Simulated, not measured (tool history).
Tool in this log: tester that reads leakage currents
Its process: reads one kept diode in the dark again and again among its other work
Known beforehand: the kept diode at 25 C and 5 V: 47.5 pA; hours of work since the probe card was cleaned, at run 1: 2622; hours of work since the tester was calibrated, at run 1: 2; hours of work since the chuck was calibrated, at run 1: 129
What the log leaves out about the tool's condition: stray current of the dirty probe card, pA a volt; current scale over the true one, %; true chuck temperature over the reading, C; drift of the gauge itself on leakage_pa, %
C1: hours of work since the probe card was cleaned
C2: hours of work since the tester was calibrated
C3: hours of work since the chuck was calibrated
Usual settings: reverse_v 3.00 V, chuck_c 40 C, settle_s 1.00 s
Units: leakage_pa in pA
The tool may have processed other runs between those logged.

run 1 hour=0.0 | reverse_v=3.00 chuck_c=40 settle_s=1.00 | C1=2622 C2=2 C3=129 | leakage_pa=120.17
run 2 hour=15.8 | reverse_v=3.00 chuck_c=40 settle_s=3.15 | C1=2632 C2=12 C3=138 | leakage_pa=119.45
run 3 hour=35.0 | reverse_v=3.00 chuck_c=40 settle_s=3.15 | C1=2643 C2=23 C3=149 | leakage_pa=119.90
run 4 hour=71.7 | reverse_v=3.00 chuck_c=40 settle_s=3.15 | C1=2665 C2=45 C3=171 | leakage_pa=118.92
run 5 hour=104.1 | reverse_v=3.00 chuck_c=40 settle_s=3.15 | C1=2684 C2=64 C3=190 | leakage_pa=119.37
run 6 hour=127.5 | reverse_v=3.00 chuck_c=40 settle_s=3.15 | C1=2698 C2=78 C3=204 | leakage_pa=119.70
run 7 hour=163.4 | reverse_v=3.00 chuck_c=40 settle_s=3.15 | C1=2720 C2=99 C3=226 | leakage_pa=119.30
run 8 hour=191.2 | reverse_v=3.00 chuck_c=40 settle_s=3.15 | C1=2736 C2=116 C3=242 | leakage_pa=118.81
run 9 hour=210.3 | reverse_v=3.00 chuck_c=40 settle_s=1.00 | C1=2748 C2=127 C3=254 | leakage_pa=118.52
run 10 hour=232.5 | reverse_v=3.00 chuck_c=40 settle_s=1.00 | C1=2761 C2=141 C3=267 | leakage_pa=118.63
run 11 hour=270.2 | reverse_v=3.00 chuck_c=40 settle_s=9.73 | C1=2783 C2=163 C3=289 | leakage_pa=117.75
run 12 hour=296.0 | reverse_v=3.00 chuck_c=40 settle_s=9.73 | C1=2799 C2=178 C3=305 | leakage_pa=117.60
run 13 hour=328.9 | reverse_v=3.00 chuck_c=40 settle_s=9.73 | C1=2818 C2=198 C3=324 | leakage_pa=118.30
run 14 hour=347.2 | reverse_v=3.00 chuck_c=40 settle_s=9.73 | C1=2829 C2=209 C3=335 | leakage_pa=117.14
run 15 hour=380.9 | reverse_v=3.00 chuck_c=40 settle_s=9.73 | C1=2849 C2=229 C3=355 | leakage_pa=117.10
run 16 hour=409.7 | reverse_v=3.00 chuck_c=40 settle_s=1.00 | C1=2866 C2=246 C3=372 | leakage_pa=117.82
run 17 hour=437.1 | reverse_v=3.00 chuck_c=40 settle_s=1.00 | C1=2883 C2=262 C3=389 | leakage_pa=117.74
run 18 hour=468.2 | reverse_v=3.00 chuck_c=40 settle_s=1.00 | C1=2901 C2=281 C3=407 | leakage_pa=117.83
run 19 hour=491.2 | reverse_v=3.00 chuck_c=29 settle_s=1.00 | C1=2915 C2=295 C3=421 | leakage_pa=56.90
run 20 hour=508.9 | reverse_v=3.00 chuck_c=40 settle_s=1.00 | C1=2925 C2=305 C3=431 | leakage_pa=117.38
run 21 hour=541.2 | reverse_v=9.79 chuck_c=40 settle_s=8.17 | C1=2945 C2=324 C3=451 | leakage_pa=189.00
run 22 hour=565.4 | reverse_v=9.79 chuck_c=40 settle_s=8.17 | C1=2959 C2=339 C3=465 | leakage_pa=188.41
run 23 hour=597.8 | reverse_v=3.00 chuck_c=29 settle_s=0.96 | C1=2978 C2=358 C3=484 | leakage_pa=56.49
run 24 hour=628.6 | reverse_v=3.00 chuck_c=45 settle_s=1.00 | C1=2997 C2=376 C3=503 | leakage_pa=161.04
run 25 hour=656.5 | reverse_v=3.00 chuck_c=45 settle_s=1.00 | C1=3013 C2=393 C3=519 | leakage_pa=160.56
run 26 hour=679.1 | reverse_v=7.36 chuck_c=26 settle_s=9.56 | C1=3027 C2=406 C3=533 | leakage_pa=69.65
run 27 hour=712.7 | reverse_v=3.43 chuck_c=26 settle_s=8.60 | C1=3047 C2=426 C3=553 | leakage_pa=48.70
run 28 hour=749.3 | reverse_v=3.43 chuck_c=26 settle_s=8.60 | C1=3068 C2=448 C3=575 | leakage_pa=48.75
run 29 hour=784.2 | reverse_v=11.58 chuck_c=26 settle_s=0.52 | C1=3089 C2=469 C3=595 | leakage_pa=90.58
run 30 hour=802.8 | reverse_v=5.28 chuck_c=40 settle_s=7.28 | C1=3100 C2=480 C3=606 | leakage_pa=145.25
run 31 hour=828.0 | reverse_v=3.00 chuck_c=56 settle_s=0.48 | C1=3115 C2=495 C3=621 | leakage_pa=320.20
run 32 hour=865.6 | reverse_v=1.80 chuck_c=34 settle_s=3.08 | C1=3138 C2=517 C3=644 | leakage_pa=63.06
run 33 hour=899.9 | reverse_v=1.05 chuck_c=59 settle_s=4.65 | C1=3158 C2=538 C3=664 | leakage_pa=257.69
run 34 hour=927.3 | reverse_v=14.75 chuck_c=42 settle_s=0.56 | C1=3174 C2=554 C3=680 | leakage_pa=254.42
run 35 hour=962.3 | reverse_v=2.11 chuck_c=50 settle_s=4.04 | C1=3195 C2=575 C3=701 | leakage_pa=190.35
run 36 hour=992.4 | reverse_v=3.39 chuck_c=28 settle_s=0.49 | C1=3213 C2=593 C3=719 | leakage_pa=55.58
run 37 hour=1029.6 | reverse_v=8.14 chuck_c=38 settle_s=0.47 | C1=3235 C2=615 C3=741 | leakage_pa=153.33
run 38 hour=1059.0 | reverse_v=8.14 chuck_c=31 settle_s=9.86 | C1=3253 C2=633 C3=759 | leakage_pa=99.27
run 39 hour=1079.6 | reverse_v=8.14 chuck_c=31 settle_s=9.86 | C1=3265 C2=645 C3=771 | leakage_pa=98.47
run 40 hour=1095.2 | reverse_v=3.09 chuck_c=40 settle_s=1.01 | C1=3274 C2=654 C3=780 | leakage_pa=115.52

A few steps of leakage_pa between consecutive runs. Split each: what settings, incoming material and random variation would produce without the hidden state, and what is left over for the hidden state, along with gauge scatter present in only one of the two compared results (measured, and without hidden state):
Run 29 -> 30: reverse_v 11.58 -> 5.28, chuck_c 26 -> 40, settle_s 0.52 -> 7.28. leakage_pa +54.67 pA: hidden state -15.39, all else +70.06.
Run 30 -> 31: reverse_v 5.28 -> 3.00, chuck_c 40 -> 56, settle_s 7.28 -> 0.48. leakage_pa +174.95 pA: hidden state -12.78, all else +187.73.
Run 31 -> 32: reverse_v 3.00 -> 1.80, chuck_c 56 -> 34, settle_s 0.48 -> 3.08. leakage_pa -257.14 pA: hidden state +9.98, all else -267.12.
Run 32 -> 33: reverse_v 1.80 -> 1.05, chuck_c 34 -> 59, settle_s 3.08 -> 4.65. leakage_pa +194.63 pA: hidden state -11.49, all else +206.12.
Run 33 -> 34: reverse_v 1.05 -> 14.75, chuck_c 59 -> 42, settle_s 4.65 -> 0.56. leakage_pa -3.27 pA: hidden state +26.53, all else -29.80.
Run 34 -> 35: reverse_v 14.75 -> 2.11, chuck_c 42 -> 50, settle_s 0.56 -> 4.04. leakage_pa -64.07 pA: hidden state -21.94, all else -42.13.
